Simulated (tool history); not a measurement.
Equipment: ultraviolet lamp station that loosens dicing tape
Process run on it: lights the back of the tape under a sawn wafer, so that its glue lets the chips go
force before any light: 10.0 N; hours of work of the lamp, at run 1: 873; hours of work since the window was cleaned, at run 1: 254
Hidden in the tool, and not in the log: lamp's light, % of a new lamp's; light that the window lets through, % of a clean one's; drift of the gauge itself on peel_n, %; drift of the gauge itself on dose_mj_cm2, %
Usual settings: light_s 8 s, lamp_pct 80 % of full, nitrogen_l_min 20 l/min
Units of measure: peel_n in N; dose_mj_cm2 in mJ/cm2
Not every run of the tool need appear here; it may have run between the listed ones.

run	day	light_s	lamp_pct	nitrogen_l_min	hours of work of the lamp	hours of work since the window was cleaned	peel_n	dose_mj_cm2
1	0	8	80	20	873	254	1.986	161
2	1.525	8	80	24	890	271	1.903	158
3	3.471	8	80	24	912	292	1.937	152
4	4.992	8	80	20	928	309	2.117	148
5	5.938	8	80	20	939	320	2.273	150
6	6.862	8	80	20	949	330	2.265	148
7	8.304	8	80	10	965	346	3.318	151
8	9.45	8	80	10	978	358	3.367	148
9	10.262	8	80	22	987	367	2.211	144
10	11.571	8	80	22	1001	382	2.352	143
11	13.45	8	80	22	1022	403	2.33	142
# day 14.025: window cleaned of glue's vapour
12	15.033	15	80	22	1039	11	0.553	315
# day 15.479: lamp changed
13	16.533	8	80	20	12	27	1.059	237
14	18.254	8	80	20	31	46	1.051	232
15	19.317	8	80	20	43	58	1.116	229
16	20.967	8	80	20	61	76	1.119	230
17	22.212	8	80	20	75	90	1.148	230
18	23.071	8	80	20	84	100	1.182	224
19	24.942	8	80	20	105	120	1.164	220
20	25.804	8	76	20	114	130	1.357	214
21	27.612	8	76	20	134	150	1.393	209
22	29.438	8	76	20	155	170	1.423	202
23	31.117	8	76	20	173	189	1.463	198
24	32.2	6	77	20	185	201	2.171	150
25	33.271	6	83	16	197	213	2.344	160
26	35.138	4	69	32	218	233	3.596	86
27	36.046	11	69	20	228	243	1.063	236
28	37.362	11	80	16	242	258	0.994	268
29	38.712	10	84	19	257	273	0.897	258
30	40.158	9	66	15	273	289	2.06	176
31	41.071	14	66	23	283	299	0.699	278
32	42.488	9	80	20	299	315	1.267	220
33	44.417	9	80	20	321	336	1.261	213
34	45.354	9	80	20	331	347	1.354	211
35	46.175	9	80	20	340	356	1.314	205
36	47.846	6	80	24	359	374	2.3	137
37	48.779	11	95	24	369	384	0.621	291
38	50.417	6	79	24	387	403	2.45	129
# day 51.054: window cleaned of glue's vapour
39	52.246	8	67	20	407	13	1.77	177
40	53.138	8	67	20	417	23	1.751	173
41	54.7	8	67	20	434	40	1.81	180
42	55.767	8	67	20	446	52	1.848	172

Each run again, without the hidden state but with its own random variation kept:
run	peel_n	dose_mj_cm2
1	0.972	244
2	0.881	243
3	0.871	239
4	0.966	237
5	1.024	241
6	1.005	240
7	1.696	247
8	1.697	244
9	0.921	242
10	0.965	243
11	0.932	244
12	0.313	452
13	1.006	243
14	0.973	241
15	1.017	241
16	0.995	245
17	1.002	247
18	1.017	242
19	0.972	242
20	1.124	237
21	1.123	234
22	1.114	231
23	1.117	229
24	1.711	176
25	1.833	189
26	2.942	104
27	0.728	285
28	0.666	328
29	0.581	319
30	1.425	222
31	0.45	352
32	0.787	281
33	0.757	276
34	0.801	276
35	0.766	272
36	1.454	184
37	0.366	395
38	1.51	178
39	1.401	203
40	1.368	201
41	1.386	210
42	1.392	204
